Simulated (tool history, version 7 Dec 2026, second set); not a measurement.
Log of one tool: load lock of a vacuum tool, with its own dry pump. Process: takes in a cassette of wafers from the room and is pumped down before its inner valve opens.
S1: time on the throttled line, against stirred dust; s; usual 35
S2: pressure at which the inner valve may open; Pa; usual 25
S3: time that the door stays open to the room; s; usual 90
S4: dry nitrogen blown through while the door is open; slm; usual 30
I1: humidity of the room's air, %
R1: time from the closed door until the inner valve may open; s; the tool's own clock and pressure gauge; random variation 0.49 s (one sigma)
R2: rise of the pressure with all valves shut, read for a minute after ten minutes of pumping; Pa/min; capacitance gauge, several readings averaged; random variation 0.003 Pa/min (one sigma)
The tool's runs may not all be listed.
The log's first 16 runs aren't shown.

Run 17, hour 2713.2: usual settings but S2 33 Pa; I1 46.8. Result: R1 65.5 s, R2 0.099 Pa/min.
Run 18, hour 2824.6: usual settings but S2 33 Pa; I1 46.4. Result: R1 65.4 s, R2 0.094 Pa/min.
Run 19, hour 3043.4: usual settings but S2 33 Pa; I1 39. Result: R1 65.5 s, R2 0.086 Pa/min.
Run 20, hour 3246.2: usual settings but S1 31 s, S2 34 Pa; I1 38.5. Result: R1 61.6 s, R2 0.097 Pa/min.
Run 21, hour 3387.7: usual settings but S1 27 s, S2 20 Pa, S3 210 s, S4 16 slm; I1 45.6. Result: R1 61.7 s, R2 0.125 Pa/min.
Run 22, hour 3558.4: usual settings but S2 41 Pa, S4 4 slm; I1 43. Result: R1 64.2 s, R2 0.127 Pa/min.
Run 23, hour 3666: usual settings but S2 19 Pa, S3 157 s, S4 15 slm; I1 42.8. Result: R1 68.3 s, R2 0.128 Pa/min.
Run 24, hour 3892: usual settings but S2 19 Pa, S3 157 s, S4 15 slm; I1 46.2. Result: R1 68.8 s, R2 0.136 Pa/min.
Run 25, hour 4115.9: usual settings but S2 19 Pa, S3 157 s, S4 15 slm; I1 39.7. Result: R1 67.3 s, R2 0.127 Pa/min.
Run 26, hour 4232: usual settings but S2 19 Pa, S3 157 s, S4 15 slm; I1 40.3. Result: R1 67.5 s, R2 0.137 Pa/min.
Run 27, hour 4412.7: usual settings but S1 53 s, S3 69 s, S4 20 slm; I1 44.5. Result: R1 79.9 s, R2 0.131 Pa/min.
Run 28, hour 4587.7: usual settings but S1 38 s, S2 37 Pa, S3 192 s, S4 5 slm; I1 48.6. Result: R1 67.4 s, R2 0.157 Pa/min.
Run 29, hour 4745.8: usual settings but S3 41 s, S4 12 slm; I1 45.1. Result: R1 66.7 s, R2 0.136 Pa/min.
Run 30, hour 4898.7: usual settings but S2 40 Pa, S4 19 slm; I1 44.3. Result: R1 64.1 s, R2 0.149 Pa/min.
Run 31, hour 5102.4: usual settings but S2 50 Pa, S3 85 s, S4 34 slm; I1 45.1. Result: R1 63.7 s, R2 0.145 Pa/min.
Run 32, hour 5324.2: usual settings but S1 67 s, S3 57 s, S4 7 slm; I1 46.9. Result: R1 91.4 s, R2 0.168 Pa/min.
Run 33, hour 5510.6: usual settings but S1 67 s, S3 57 s, S4 7 slm; I1 43.3. Result: R1 90.1 s, R2 0.167 Pa/min.
Run 34, hour 5696.6: usual settings but S1 67 s, S3 57 s, S4 7 slm; I1 45.1. Result: R1 90.8 s, R2 0.172 Pa/min.
Run 35, hour 5828.5: usual settings but S1 67 s, S3 210 s, S4 7 slm; I1 48.9. Result: R1 90.8 s, R2 0.2 Pa/min.
Run 36, hour 5938.3: usual settings but S1 67 s, S3 210 s, S4 7 slm; I1 51.3. Result: R1 91 s, R2 0.205 Pa/min.
Run 37, hour 6037.1: usual settings but S1 59 s, S2 23 Pa, S3 27 s, S4 25 slm; I1 45.1. Result: R1 84.9 s, R2 0.165 Pa/min.

Forecast each of these 4 alternatives for the next run:
Run A, hour 6231.4: usual settings but S1 46 s, S2 46 Pa, S3 179 s; I1 47.5. Result: R1 ?, R2 ?.
Run B, hour 6231.4: usual settings but S1 59 s, S2 23 Pa, S3 134 s, S4 27 slm; I1 45.8. Result: R1 ?, R2 ?.
Run C, hour 6231.4: usual settings but S1 59 s, S2 23 Pa, S3 46 s, S4 25 slm; I1 43.6. Result: R1 ?, R2 ?.
Run D, hour 6231.4: usual settings but S1 59 s, S2 23 Pa, S3 27 s, S4 12 slm; I1 43.4. Result: R1 ?, R2 ?.

run    R1     R2
  A  72.6   0.19
  B  85.1  0.185
  C  84.9  0.172
  D  85.1  0.179
Without the tool's hidden state the same runs would have given:
run    R1     R2
  A  68.9  0.042
  B  81.5  0.036
  C  81.2  0.024
  D  81.5   0.03
